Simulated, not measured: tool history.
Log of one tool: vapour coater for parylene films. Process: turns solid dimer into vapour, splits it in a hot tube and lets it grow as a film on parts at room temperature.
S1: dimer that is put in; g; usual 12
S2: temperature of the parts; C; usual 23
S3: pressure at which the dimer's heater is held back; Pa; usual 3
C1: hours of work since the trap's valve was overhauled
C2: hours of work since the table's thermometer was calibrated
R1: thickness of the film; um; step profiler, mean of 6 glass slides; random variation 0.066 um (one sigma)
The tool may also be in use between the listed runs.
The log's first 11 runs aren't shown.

run,hour,S1,S2,S3,C1,C2,R1
12,176,18,23,3,13,273,11.59
13,200.5,18,23,3,31,290,11.61
14,217.3,12,23,3,43,303,7.64
15,231.7,12,23,3,54,313,7.57
16,246.3,12,23,3,64,324,7.63
17,268.6,12,23,3,81,340,7.48
18,282.9,12,23,3,91,350,7.7
19,298.5,12,23,3,102,362,7.53
20,309.4,12,23,9.33,110,370,6.76
21,324.8,12,23,9.33,121,381,6.78
22,348.7,12,23,9.33,139,398,6.8
23,368.9,12,23,9.33,154,413,6.68
# hour 372: table's thermometer calibrated
24,381.1,12,19,3,162,7,7.82
25,391.6,7,25,11.59,169,14,3.63
# hour 414.4: table's thermometer calibrated, once more
26,415.4,7,25,11.59,186,1,3.63
27,438.9,6,23,9.9,203,18,3.26
28,453.2,12,23,6.57,213,28,6.78

Forecast run 29:
29,475.1,16,20,2.52,229,44,?

Run 29 gave R1 10.3 um.
Without the tool's hidden state the same run would have given R1 11.34 um.
